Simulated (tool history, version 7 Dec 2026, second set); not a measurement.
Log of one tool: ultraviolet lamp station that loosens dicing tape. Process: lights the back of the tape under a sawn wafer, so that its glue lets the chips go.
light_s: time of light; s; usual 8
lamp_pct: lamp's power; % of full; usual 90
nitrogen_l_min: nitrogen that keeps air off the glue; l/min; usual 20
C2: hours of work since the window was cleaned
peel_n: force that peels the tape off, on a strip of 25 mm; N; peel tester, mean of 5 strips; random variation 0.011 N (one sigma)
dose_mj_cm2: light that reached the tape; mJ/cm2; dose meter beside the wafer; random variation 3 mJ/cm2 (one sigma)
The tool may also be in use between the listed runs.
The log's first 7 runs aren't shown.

run 8 hour=83.4 | light_s=8 lamp_pct=87 nitrogen_l_min=20 | hours_of_work_of_the_lamp=568 C2=604 | peel_n=0.542 dose_mj_cm2=436
run 9 hour=96.7 | light_s=8 lamp_pct=87 nitrogen_l_min=20 | hours_of_work_of_the_lamp=578 C2=615 | peel_n=0.534 dose_mj_cm2=435
-- hour=100.3 window cleaned of glue's vapour
run 10 hour=104.7 | light_s=10 lamp_pct=90 nitrogen_l_min=20 | hours_of_work_of_the_lamp=584 C2=3 | peel_n=0.314 dose_mj_cm2=562
run 11 hour=114.1 | light_s=10 lamp_pct=90 nitrogen_l_min=20 | hours_of_work_of_the_lamp=591 C2=11 | peel_n=0.310 dose_mj_cm2=560
run 12 hour=128.2 | light_s=10 lamp_pct=90 nitrogen_l_min=20 | hours_of_work_of_the_lamp=602 C2=22 | peel_n=0.305 dose_mj_cm2=561
run 13 hour=139.2 | light_s=10 lamp_pct=90 nitrogen_l_min=20 | hours_of_work_of_the_lamp=611 C2=30 | peel_n=0.317 dose_mj_cm2=563
run 14 hour=155.0 | light_s=10 lamp_pct=90 nitrogen_l_min=20 | hours_of_work_of_the_lamp=623 C2=43 | peel_n=0.328 dose_mj_cm2=559
run 15 hour=162.1 | light_s=10 lamp_pct=90 nitrogen_l_min=20 | hours_of_work_of_the_lamp=629 C2=48 | peel_n=0.309 dose_mj_cm2=564
run 16 hour=174.7 | light_s=10 lamp_pct=90 nitrogen_l_min=20 | hours_of_work_of_the_lamp=639 C2=58 | peel_n=0.322 dose_mj_cm2=558
run 17 hour=184.0 | light_s=10 lamp_pct=70 nitrogen_l_min=20 | hours_of_work_of_the_lamp=646 C2=65 | peel_n=0.521 dose_mj_cm2=436
-- hour=187.6 lamp changed
run 18 hour=198.5 | light_s=10 lamp_pct=70 nitrogen_l_min=20 | hours_of_work_of_the_lamp=8 C2=76 | peel_n=0.540 dose_mj_cm2=439
run 19 hour=206.4 | light_s=9 lamp_pct=80 nitrogen_l_min=20 | hours_of_work_of_the_lamp=15 C2=82 | peel_n=0.512 dose_mj_cm2=446
run 20 hour=213.1 | light_s=9 lamp_pct=80 nitrogen_l_min=20 | hours_of_work_of_the_lamp=20 C2=87 | peel_n=0.502 dose_mj_cm2=444
run 21 hour=222.3 | light_s=9 lamp_pct=80 nitrogen_l_min=20 | hours_of_work_of_the_lamp=27 C2=94 | peel_n=0.527 dose_mj_cm2=453
run 22 hour=235.2 | light_s=6 lamp_pct=70 nitrogen_l_min=7 | hours_of_work_of_the_lamp=37 C2=104 | peel_n=2.444 dose_mj_cm2=262
run 23 hour=249.5 | light_s=6 lamp_pct=77 nitrogen_l_min=7 | hours_of_work_of_the_lamp=48 C2=115 | peel_n=2.199 dose_mj_cm2=290
run 24 hour=265.3 | light_s=13 lamp_pct=77 nitrogen_l_min=7 | hours_of_work_of_the_lamp=60 C2=128 | peel_n=0.585 dose_mj_cm2=620

The next listed run, before its measurement:
run 25 hour=274.2 | light_s=13 lamp_pct=63 nitrogen_l_min=12 | hours_of_work_of_the_lamp=67 C2=135 | peel_n=? dose_mj_cm2=?

{"run 25": {"peel_n": 0.557, "dose_mj_cm2": 506}}
Without the tool's hidden state the same run would have given peel_n 0.557 N, dose_mj_cm2 506 mJ/cm2.
